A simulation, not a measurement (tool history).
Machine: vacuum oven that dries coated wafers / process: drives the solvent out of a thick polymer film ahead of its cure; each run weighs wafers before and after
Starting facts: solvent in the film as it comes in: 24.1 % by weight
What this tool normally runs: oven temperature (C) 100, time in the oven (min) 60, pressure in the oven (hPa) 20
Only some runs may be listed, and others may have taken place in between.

run    hour  oven temperature (C)  time in the oven (min)  pressure in the oven (hPa)  solvent left in the film (%)
  1       0                   100                      60                          20                          2.15
  2    29.6                   100                      60                          20                          2.02
  3    68.3                   100                      60                          20                          2.09
  4   104.6                   100                      60                          20                          2.15
  5   122.1                   100                      60                          20                          2.08
  6   161.2                   100                      60                          20                          2.02
  7   182.9                   100                      58                          20                          2.16
  8   210.6                   105                      60                          20                          1.41
  9   232.2                    95                      60                          20                          2.93
 10   250.8                   100                      45                          20                          3.01
 11   271.3                   100                      45                          20                          2.99
 12   308.9                   100                      45                          20                          2.91
 13   332.6                   100                      45                          20                          3.02
 14   368.9                   100                      45                          20                          2.92
 15   409.7                   100                      45                          20                          2.89
 16   430.4                   100                      45                          20                          2.93
 17   472.5                   100                      60                          20                          2.08
 18   513.8                   100                      60                          20                          2.05
 19     550                   100                      60                          20                          2.05
 20   579.8                   100                      60                          20                          2.12
 21   599.9                   100                      60                          20                          2.01
 22   638.1                   100                      60                          20                          2.11
 23   667.7                   100                      60                          20                          2.04
 24   709.4                    95                      37                        27.2                          5.74
 25   736.3                   105                      31                          20                          3.42
 26   771.6                   105                      31                          20                          3.41
 27   792.1                   105                      31                          20                          3.54
 28   833.7                   105                      31                          20                          3.45
 29     865                   105                      84                        34.1                          2.19
 30   902.9                   105                      84                        34.1                          2.05
 31   935.4                   105                      84                        34.1                          2.15
      960.7  -- vacuum gauge cleaned of residue and calibrated
 32   966.3                   105                      84                        34.1                             2
 33  1004.6                    96                      60                          20                          2.74
 34  1028.3                    96                      60                          20                          2.66
 35  1064.7                    96                      60                          20                           2.7
 36    1095                   112                      52                        51.6                          2.43
 37    1130                    86                      49                          16                          6.05
 38  1151.2                   109                      35                        14.5                          1.85
       1176  -- oven's thermocouples calibrated
 39  1194.6                   100                      37                        58.4                          6.04
 40  1237.8                    95                      60                        27.7                          3.49
 41    1268                    95                      60                        27.7                          3.42
 42  1304.6                   100                      58                        48.8                          4.13
 43  1339.5                   108                      63                        54.3                          2.97
 44  1357.5                   100                      60                          13                          1.63
 45  1378.3                    94                      42                          13                          4.36
 46  1403.8                    94                      42                          13                          4.25

Each row is a separate what-if for the run after 46, all from the same tool condition, not one after another. Results?
  A  1439.8                   109                      99                        17.8                             ?
  B  1439.8                    97                      60                          20                             ?
  C  1439.8                   103                      42                          13                             ?

run  solvent left in the film (%)
  A                           0.9
  B                          2.44
  C                          2.17
With no hidden state in the tool, these same runs would have given:
run  solvent left in the film (%)
  A                          0.89
  B                          2.42
  C                          2.15

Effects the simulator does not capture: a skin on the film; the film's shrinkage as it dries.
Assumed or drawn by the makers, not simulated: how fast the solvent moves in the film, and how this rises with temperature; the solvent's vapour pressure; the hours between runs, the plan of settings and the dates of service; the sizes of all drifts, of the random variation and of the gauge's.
